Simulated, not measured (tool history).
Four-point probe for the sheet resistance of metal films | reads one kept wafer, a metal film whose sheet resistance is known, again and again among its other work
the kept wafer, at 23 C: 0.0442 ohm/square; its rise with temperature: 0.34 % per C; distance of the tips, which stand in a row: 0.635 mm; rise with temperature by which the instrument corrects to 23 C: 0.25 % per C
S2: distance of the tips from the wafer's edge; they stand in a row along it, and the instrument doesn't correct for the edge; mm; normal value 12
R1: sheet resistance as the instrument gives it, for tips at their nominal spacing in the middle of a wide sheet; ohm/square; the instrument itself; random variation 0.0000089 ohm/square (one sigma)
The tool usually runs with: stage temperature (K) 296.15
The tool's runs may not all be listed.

run 1 hour=0 | stage_temperature_(K)=296.15 S2=12 | R1=0.044436
run 2 hour=29.6 | stage_temperature_(K)=296.15 S2=12 | R1=0.044425
run 3 hour=51 | stage_temperature_(K)=307.15 S2=12 | R1=0.044858
run 4 hour=89 | stage_temperature_(K)=296.15 S2=12 | R1=0.044437
run 5 hour=112.7 | stage_temperature_(K)=296.15 S2=12 | R1=0.044426
run 6 hour=156.7 | stage_temperature_(K)=296.15 S2=12 | R1=0.044416
run 7 hour=191.2 | stage_temperature_(K)=296.15 S2=12 | R1=0.044448
run 8 hour=221.5 | stage_temperature_(K)=300.15 S2=12 | R1=0.044617
run 9 hour=266.5 | stage_temperature_(K)=300.15 S2=12 | R1=0.044628
run 10 hour=299.9 | stage_temperature_(K)=296.15 S2=57 | R1=0.044399
run 11 hour=325.6 | stage_temperature_(K)=304.15 S2=12 | R1=0.044781
run 12 hour=344.7 | stage_temperature_(K)=304.15 S2=12 | R1=0.044795
run 13 hour=374.4 | stage_temperature_(K)=296.15 S2=12 | R1=0.044471
run 14 hour=411.6 | stage_temperature_(K)=296.15 S2=12 | R1=0.044486
run 15 hour=442.6 | stage_temperature_(K)=296.15 S2=12 | R1=0.044486
run 16 hour=482.7 | stage_temperature_(K)=296.15 S2=12 | R1=0.044479
run 17 hour=510.6 | stage_temperature_(K)=296.15 S2=12 | R1=0.044494
run 18 hour=549.3 | stage_temperature_(K)=296.15 S2=37 | R1=0.044432
run 19 hour=584.1 | stage_temperature_(K)=296.15 S2=37 | R1=0.044451
run 20 hour=616.3 | stage_temperature_(K)=296.15 S2=37 | R1=0.044457
run 21 hour=639.7 | stage_temperature_(K)=296.15 S2=12 | R1=0.044512
run 22 hour=660.8 | stage_temperature_(K)=296.15 S2=12 | R1=0.044513
run 23 hour=704.7 | stage_temperature_(K)=297.15 S2=62 | R1=0.0445
run 24 hour=750 | stage_temperature_(K)=297.15 S2=62 | R1=0.044504
run 25 hour=774.9 | stage_temperature_(K)=297.15 S2=5 | R1=0.044888
run 26 hour=808.4 | stage_temperature_(K)=296.15 S2=35 | R1=0.044462
run 27 hour=850.7 | stage_temperature_(K)=293.15 S2=40 | R1=0.044352
run 28 hour=870.7 | stage_temperature_(K)=308.15 S2=10 | R1=0.045054
run 29 hour=916.8 | stage_temperature_(K)=297.15 S2=6 | R1=0.044793
run 30 hour=948.5 | stage_temperature_(K)=297.15 S2=6 | R1=0.044781
run 31 hour=969.6 | stage_temperature_(K)=298.15 S2=6 | R1=0.044835
run 32 hour=988.7 | stage_temperature_(K)=294.15 S2=12 | R1=0.044462
run 33 hour=1018 | stage_temperature_(K)=298.15 S2=10 | R1=0.044666
run 34 hour=1062.6 | stage_temperature_(K)=302.15 S2=26 | R1=0.044753
run 35 hour=1102.7 | stage_temperature_(K)=298.15 S2=7 | R1=0.044769
run 36 hour=1133.2 | stage_temperature_(K)=300.15 S2=16 | R1=0.044705
run 37 hour=1162.3 | stage_temperature_(K)=300.15 S2=16 | R1=0.044718
run 38 hour=1200.3 | stage_temperature_(K)=292.15 S2=12 | R1=0.044417
run 39 hour=1243.1 | stage_temperature_(K)=303.15 S2=61 | R1=0.044815
run 40 hour=1267.4 | stage_temperature_(K)=296.15 S2=49 | R1=0.044527
run 41 hour=1307.4 | stage_temperature_(K)=306.15 S2=6 | R1=0.045184
run 42 hour=1348.6 | stage_temperature_(K)=306.15 S2=6 | R1=0.045205
run 43 hour=1393.3 | stage_temperature_(K)=296.15 S2=18 | R1=0.044564
run 44 hour=1418.4 | stage_temperature_(K)=303.15 S2=19 | R1=0.044852

What if the next run were any one of these 5? Each begins from the tool's condition after run 44:
run A hour=1463.3 | stage_temperature_(K)=299.15 S2=3 | R1=?
run B hour=1463.3 | stage_temperature_(K)=296.15 S2=4 | R1=?
run C hour=1463.3 | stage_temperature_(K)=301.15 S2=17 | R1=?
run D hour=1463.3 | stage_temperature_(K)=303.15 S2=24 | R1=?
run E hour=1463.3 | stage_temperature_(K)=303.15 S2=7 | R1=?

run=A R1=0.045715
run=B R1=0.045141
run=C R1=0.044782
run=D R1=0.044844
run=E R1=0.045047
Had the tool no hidden state, the same runs would have come out as:
run=A R1=0.045361
run=B R1=0.044791
run=C R1=0.044436
run=D R1=0.044497
run=E R1=0.044698
